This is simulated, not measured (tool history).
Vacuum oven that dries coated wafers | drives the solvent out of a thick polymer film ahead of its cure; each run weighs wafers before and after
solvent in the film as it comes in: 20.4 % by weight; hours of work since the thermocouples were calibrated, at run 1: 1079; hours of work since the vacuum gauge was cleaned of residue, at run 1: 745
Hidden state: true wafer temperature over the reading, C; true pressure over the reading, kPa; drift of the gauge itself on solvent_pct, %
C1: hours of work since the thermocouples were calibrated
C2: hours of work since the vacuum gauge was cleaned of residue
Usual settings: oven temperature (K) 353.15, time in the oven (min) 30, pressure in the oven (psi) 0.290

{"run": 1, "hour": 0.0, "oven temperature (K)": 353.15, "time in the oven (min)": 30, "pressure in the oven (psi)": 0.29, "C1": 1079, "C2": 745, "solvent left in the film (%)": 4.08}
{"run": 2, "hour": 33.0, "oven temperature (K)": 353.15, "time in the oven (min)": 30, "pressure in the oven (psi)": 0.29, "C1": 1098, "C2": 764, "solvent left in the film (%)": 3.94}
{"hour": 47.8, "done": "oven's thermocouples calibrated"}
{"run": 3, "hour": 69.6, "oven temperature (K)": 353.15, "time in the oven (min)": 30, "pressure in the oven (psi)": 0.29, "C1": 13, "C2": 785, "solvent left in the film (%)": 4.11}
{"run": 4, "hour": 93.4, "oven temperature (K)": 353.15, "time in the oven (min)": 30, "pressure in the oven (psi)": 0.389, "C1": 27, "C2": 799, "solvent left in the film (%)": 4.39}
{"run": 5, "hour": 139.3, "oven temperature (K)": 368.15, "time in the oven (min)": 30, "pressure in the oven (psi)": 0.29, "C1": 54, "C2": 826, "solvent left in the film (%)": 0.84}
{"run": 6, "hour": 177.2, "oven temperature (K)": 368.15, "time in the oven (min)": 30, "pressure in the oven (psi)": 0.29, "C1": 76, "C2": 848, "solvent left in the film (%)": 0.96}
{"run": 7, "hour": 202.9, "oven temperature (K)": 368.15, "time in the oven (min)": 30, "pressure in the oven (psi)": 0.29, "C1": 92, "C2": 863, "solvent left in the film (%)": 0.88}
{"run": 8, "hour": 241.5, "oven temperature (K)": 368.15, "time in the oven (min)": 30, "pressure in the oven (psi)": 0.29, "C1": 114, "C2": 886, "solvent left in the film (%)": 1.0}
{"run": 9, "hour": 274.8, "oven temperature (K)": 353.15, "time in the oven (min)": 30, "pressure in the oven (psi)": 0.29, "C1": 134, "C2": 906, "solvent left in the film (%)": 4.01}
{"run": 10, "hour": 323.1, "oven temperature (K)": 353.15, "time in the oven (min)": 30, "pressure in the oven (psi)": 0.29, "C1": 162, "C2": 934, "solvent left in the film (%)": 3.98}
{"run": 11, "hour": 353.2, "oven temperature (K)": 353.15, "time in the oven (min)": 30, "pressure in the oven (psi)": 0.29, "C1": 180, "C2": 952, "solvent left in the film (%)": 4.03}
{"run": 12, "hour": 382.5, "oven temperature (K)": 344.15, "time in the oven (min)": 30, "pressure in the oven (psi)": 0.29, "C1": 198, "C2": 969, "solvent left in the film (%)": 7.71}
{"run": 13, "hour": 422.9, "oven temperature (K)": 344.15, "time in the oven (min)": 30, "pressure in the oven (psi)": 0.29, "C1": 221, "C2": 993, "solvent left in the film (%)": 7.71}
{"run": 14, "hour": 450.6, "oven temperature (K)": 344.15, "time in the oven (min)": 30, "pressure in the oven (psi)": 0.29, "C1": 238, "C2": 1010, "solvent left in the film (%)": 7.65}
{"run": 15, "hour": 489.6, "oven temperature (K)": 344.15, "time in the oven (min)": 30, "pressure in the oven (psi)": 0.29, "C1": 261, "C2": 1033, "solvent left in the film (%)": 7.93}
{"run": 16, "hour": 511.2, "oven temperature (K)": 344.15, "time in the oven (min)": 30, "pressure in the oven (psi)": 0.29, "C1": 274, "C2": 1045, "solvent left in the film (%)": 7.86}
{"run": 17, "hour": 547.6, "oven temperature (K)": 364.15, "time in the oven (min)": 30, "pressure in the oven (psi)": 0.165, "C1": 295, "C2": 1067, "solvent left in the film (%)": 0.99}
{"run": 18, "hour": 591.1, "oven temperature (K)": 363.15, "time in the oven (min)": 15, "pressure in the oven (psi)": 0.29, "C1": 321, "C2": 1093, "solvent left in the film (%)": 4.03}
{"run": 19, "hour": 639.9, "oven temperature (K)": 363.15, "time in the oven (min)": 23, "pressure in the oven (psi)": 0.596, "C1": 349, "C2": 1121, "solvent left in the film (%)": 3.09}
{"run": 20, "hour": 676.3, "oven temperature (K)": 363.15, "time in the oven (min)": 46, "pressure in the oven (psi)": 0.596, "C1": 371, "C2": 1143, "solvent left in the film (%)": 1.91}
{"run": 21, "hour": 715.5, "oven temperature (K)": 353.15, "time in the oven (min)": 39, "pressure in the oven (psi)": 0.157, "C1": 394, "C2": 1166, "solvent left in the film (%)": 2.38}
{"run": 22, "hour": 750.5, "oven temperature (K)": 353.15, "time in the oven (min)": 39, "pressure in the oven (psi)": 0.157, "C1": 415, "C2": 1187, "solvent left in the film (%)": 2.43}
{"run": 23, "hour": 791.5, "oven temperature (K)": 353.15, "time in the oven (min)": 35, "pressure in the oven (psi)": 0.2, "C1": 439, "C2": 1211, "solvent left in the film (%)": 2.9}
{"run": 24, "hour": 836.9, "oven temperature (K)": 341.15, "time in the oven (min)": 20, "pressure in the oven (psi)": 0.2, "C1": 466, "C2": 1238, "solvent left in the film (%)": 10.63}
{"run": 25, "hour": 871.9, "oven temperature (K)": 352.15, "time in the oven (min)": 21, "pressure in the oven (psi)": 0.171, "C1": 486, "C2": 1258, "solvent left in the film (%)": 5.77}
{"run": 26, "hour": 905.3, "oven temperature (K)": 340.15, "time in the oven (min)": 43, "pressure in the oven (psi)": 0.29, "C1": 506, "C2": 1278, "solvent left in the film (%)": 7.63}
{"run": 27, "hour": 954.1, "oven temperature (K)": 346.15, "time in the oven (min)": 16, "pressure in the oven (psi)": 0.316, "C1": 535, "C2": 1307, "solvent left in the film (%)": 10.47}

Hidden state at the last listed run before each entry between runs and at the first one after, where it differs:
Between runs 2 and 3: oven's thermocouples calibrated (hour 47.8)
  true wafer temperature over the reading, C: -0.07 -> -0.01
